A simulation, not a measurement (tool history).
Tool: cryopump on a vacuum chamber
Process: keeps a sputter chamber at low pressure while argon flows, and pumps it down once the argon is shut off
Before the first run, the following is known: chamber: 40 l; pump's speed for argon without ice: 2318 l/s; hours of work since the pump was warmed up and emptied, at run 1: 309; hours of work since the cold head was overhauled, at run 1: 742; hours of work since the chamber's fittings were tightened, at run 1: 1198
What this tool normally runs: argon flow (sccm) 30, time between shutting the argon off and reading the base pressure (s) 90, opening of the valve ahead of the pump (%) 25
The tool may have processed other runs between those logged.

run	hour	argon flow (sccm)	time between shutting the argon off and reading the base pressure (s)	opening of the valve ahead of the pump (%)	hours of work since the pump was warmed up and emptied	hours of work since the cold head was overhauled	hours of work since the chamber's fittings were tightened	pressure while argon flows (Pa)	pressure after the wait (uPa)
1	0.0	30	90	25	309	742	1198	0.0901	1.20
2	21.4	30	90	25	325	758	1215	0.0901	1.22
3	34.8	30	90	25	335	768	1225	0.0905	1.22
4	48.9	30	90	25	346	779	1235	0.0899	1.25
5	64.3	30	90	25	357	790	1247	0.0905	1.24
6	84.2	30	90	25	372	805	1262	0.0903	1.24
7	102.0	30	90	25	386	819	1275	0.0908	1.27
8	120.7	22	90	25	400	833	1289	0.0663	1.25
9	135.7	22	90	25	411	844	1301	0.0667	1.26
# hour 156.4: pump warmed up, emptied and cooled again
10	164.1	22	90	25	6	862	1318	0.0647	1.19
11	182.9	22	90	25	20	876	1332	0.0642	1.20
12	204.4	30	90	29	36	892	1349	0.0756	1.20
13	223.2	30	90	29	50	906	1363	0.0760	1.16
14	248.9	30	90	29	70	926	1382	0.0763	1.28
15	263.6	25	90	25	81	937	1393	0.0731	1.27
16	278.8	25	90	25	92	948	1405	0.0737	1.20
17	303.9	53	76	28	111	967	1424	0.1398	1.36
18	321.1	35	58	59	124	980	1436	0.0448	1.55
19	335.2	35	58	59	135	991	1447	0.0448	1.56
20	359.1	15	38	26	153	1009	1465	0.0430	1.98
21	378.8	26	202	30	168	1024	1480	0.0645	1.03
22	395.9	26	202	30	180	1036	1493	0.0648	1.04
23	416.3	26	89	16	196	1052	1508	0.1187	1.38
24	438.7	49	29	53	213	1069	1525	0.0704	2.42
25	463.5	49	29	53	231	1087	1544	0.0707	2.41
26	475.4	49	29	53	240	1096	1553	0.0707	2.45
27	493.4	20	113	28	254	1110	1566	0.0537	1.24
28	508.1	22	27	24	265	1121	1577	0.0680	2.52
29	526.3	33	27	23	279	1135	1591	0.1070	2.50
30	543.9	33	27	23	292	1148	1604	0.1073	2.46
31	564.2	17	113	17	307	1163	1620	0.0743	1.33

The logged runs with the hidden state left out (each run's random variation unchanged):
The tool's hidden condition here consists of: pump's speed, % of a pump's without ice; cold plate's temperature, K; leak into the chamber, uPa l/s; drift of the gauge itself on working_pa, %; drift of the gauge itself on base_upa, %.
run	pressure while argon flows (Pa)	pressure after the wait (uPa)
1	0.0876	0.62
2	0.0875	0.62
3	0.0878	0.62
4	0.0871	0.63
5	0.0876	0.63
6	0.0873	0.62
7	0.0876	0.62
8	0.0639	0.61
9	0.0643	0.59
10	0.0646	0.62
11	0.0640	0.63
12	0.0751	0.62
13	0.0754	0.58
14	0.0756	0.66
15	0.0725	0.64
16	0.0729	0.58
17	0.1380	0.73
18	0.0435	0.90
19	0.0434	0.90
20	0.0424	1.31
21	0.0633	0.36
22	0.0635	0.34
23	0.1173	0.66
24	0.0676	1.70
25	0.0676	1.68
26	0.0675	1.71
27	0.0523	0.50
28	0.0664	1.76
29	0.1045	1.75
30	0.1047	1.71
31	0.0729	0.55
